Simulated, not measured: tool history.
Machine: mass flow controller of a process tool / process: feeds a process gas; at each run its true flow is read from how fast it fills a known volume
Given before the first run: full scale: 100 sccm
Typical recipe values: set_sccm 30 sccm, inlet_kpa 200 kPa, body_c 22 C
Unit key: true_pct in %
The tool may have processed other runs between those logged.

{"run": 1, "hour": 0.0, "set_sccm": 30, "inlet_kpa": 200, "body_c": 22, "true_pct": 95.67}
{"run": 2, "hour": 185.8, "set_sccm": 30, "inlet_kpa": 200, "body_c": 22, "true_pct": 95.52}
{"run": 3, "hour": 510.8, "set_sccm": 30, "inlet_kpa": 200, "body_c": 22, "true_pct": 95.47}
{"run": 4, "hour": 720.5, "set_sccm": 58, "inlet_kpa": 200, "body_c": 22, "true_pct": 96.9}
{"run": 5, "hour": 950.0, "set_sccm": 58, "inlet_kpa": 200, "body_c": 22, "true_pct": 96.78}
{"run": 6, "hour": 1211.6, "set_sccm": 88, "inlet_kpa": 200, "body_c": 22, "true_pct": 97.52}
{"run": 7, "hour": 1553.0, "set_sccm": 30, "inlet_kpa": 200, "body_c": 22, "true_pct": 95.19}
{"run": 8, "hour": 1891.4, "set_sccm": 30, "inlet_kpa": 200, "body_c": 22, "true_pct": 95.02}
{"hour": 2096.4, "done": "controller's zero set anew"}
{"run": 9, "hour": 2099.4, "set_sccm": 30, "inlet_kpa": 200, "body_c": 22, "true_pct": 97.45}
{"run": 10, "hour": 2327.3, "set_sccm": 21, "inlet_kpa": 200, "body_c": 22, "true_pct": 97.18}
{"run": 11, "hour": 2472.1, "set_sccm": 30, "inlet_kpa": 200, "body_c": 22, "true_pct": 97.42}
{"run": 12, "hour": 2787.8, "set_sccm": 30, "inlet_kpa": 200, "body_c": 40, "true_pct": 96.73}
{"run": 13, "hour": 2975.6, "set_sccm": 30, "inlet_kpa": 200, "body_c": 22, "true_pct": 97.26}
{"run": 14, "hour": 3274.8, "set_sccm": 30, "inlet_kpa": 200, "body_c": 22, "true_pct": 97.01}
{"run": 15, "hour": 3515.0, "set_sccm": 30, "inlet_kpa": 200, "body_c": 22, "true_pct": 96.99}
{"run": 16, "hour": 3836.7, "set_sccm": 32, "inlet_kpa": 200, "body_c": 22, "true_pct": 97.08}
{"run": 17, "hour": 4005.0, "set_sccm": 32, "inlet_kpa": 200, "body_c": 22, "true_pct": 97.11}
{"run": 18, "hour": 4208.5, "set_sccm": 50, "inlet_kpa": 200, "body_c": 22, "true_pct": 97.3}
{"run": 19, "hour": 4389.8, "set_sccm": 50, "inlet_kpa": 200, "body_c": 22, "true_pct": 97.2}
{"run": 20, "hour": 4717.0, "set_sccm": 50, "inlet_kpa": 200, "body_c": 22, "true_pct": 97.22}
{"run": 21, "hour": 5033.7, "set_sccm": 50, "inlet_kpa": 264, "body_c": 22, "true_pct": 97.53}
{"run": 22, "hour": 5285.8, "set_sccm": 53, "inlet_kpa": 147, "body_c": 22, "true_pct": 96.84}
{"run": 23, "hour": 5501.8, "set_sccm": 86, "inlet_kpa": 200, "body_c": 31, "true_pct": 97.19}
{"run": 24, "hour": 5686.8, "set_sccm": 37, "inlet_kpa": 200, "body_c": 31, "true_pct": 96.41}
{"run": 25, "hour": 6018.7, "set_sccm": 14, "inlet_kpa": 200, "body_c": 28, "true_pct": 95.33}
{"run": 26, "hour": 6310.4, "set_sccm": 14, "inlet_kpa": 200, "body_c": 30, "true_pct": 95.32}
{"run": 27, "hour": 6539.0, "set_sccm": 24, "inlet_kpa": 200, "body_c": 27, "true_pct": 95.93}
{"run": 28, "hour": 6856.7, "set_sccm": 38, "inlet_kpa": 200, "body_c": 27, "true_pct": 96.36}
{"run": 29, "hour": 7072.5, "set_sccm": 17, "inlet_kpa": 145, "body_c": 22, "true_pct": 95.14}
{"run": 30, "hour": 7232.8, "set_sccm": 56, "inlet_kpa": 200, "body_c": 22, "true_pct": 96.82}
{"run": 31, "hour": 7563.4, "set_sccm": 38, "inlet_kpa": 141, "body_c": 22, "true_pct": 95.97}
{"run": 32, "hour": 7917.7, "set_sccm": 38, "inlet_kpa": 141, "body_c": 22, "true_pct": 95.93}
{"run": 33, "hour": 8149.0, "set_sccm": 13, "inlet_kpa": 167, "body_c": 22, "true_pct": 94.23}
{"run": 34, "hour": 8353.2, "set_sccm": 32, "inlet_kpa": 167, "body_c": 31, "true_pct": 95.52}
{"run": 35, "hour": 8687.4, "set_sccm": 30, "inlet_kpa": 177, "body_c": 28, "true_pct": 95.32}
{"run": 36, "hour": 9017.2, "set_sccm": 30, "inlet_kpa": 177, "body_c": 28, "true_pct": 95.23}
{"run": 37, "hour": 9173.1, "set_sccm": 39, "inlet_kpa": 255, "body_c": 26, "true_pct": 95.99}
{"run": 38, "hour": 9467.7, "set_sccm": 55, "inlet_kpa": 199, "body_c": 29, "true_pct": 96.02}
{"run": 39, "hour": 9754.4, "set_sccm": 55, "inlet_kpa": 233, "body_c": 25, "true_pct": 96.31}

Alternative continuations, all from the tool just after run 39; predict every row:
{"run": "A", "hour": 10063.3, "set_sccm": 46, "inlet_kpa": 147, "body_c": 27, "true_pct": "?"}
{"run": "B", "hour": 10063.3, "set_sccm": 64, "inlet_kpa": 154, "body_c": 39, "true_pct": "?"}
{"run": "C", "hour": 10063.3, "set_sccm": 89, "inlet_kpa": 158, "body_c": 24, "true_pct": "?"}
{"run": "D", "hour": 10063.3, "set_sccm": 55, "inlet_kpa": 233, "body_c": 24, "true_pct": "?"}
{"run": "E", "hour": 10063.3, "set_sccm": 70, "inlet_kpa": 181, "body_c": 38, "true_pct": "?"}

run=A true_pct=95.59
run=B true_pct=95.59
run=C true_pct=96.5
run=D true_pct=96.21
run=E true_pct=95.7
What these runs would have given with no unlogged condition in the tool:
run=A true_pct=99.13
run=B true_pct=98.9
run=C true_pct=99.65
run=D true_pct=99.61
run=E true_pct=98.96
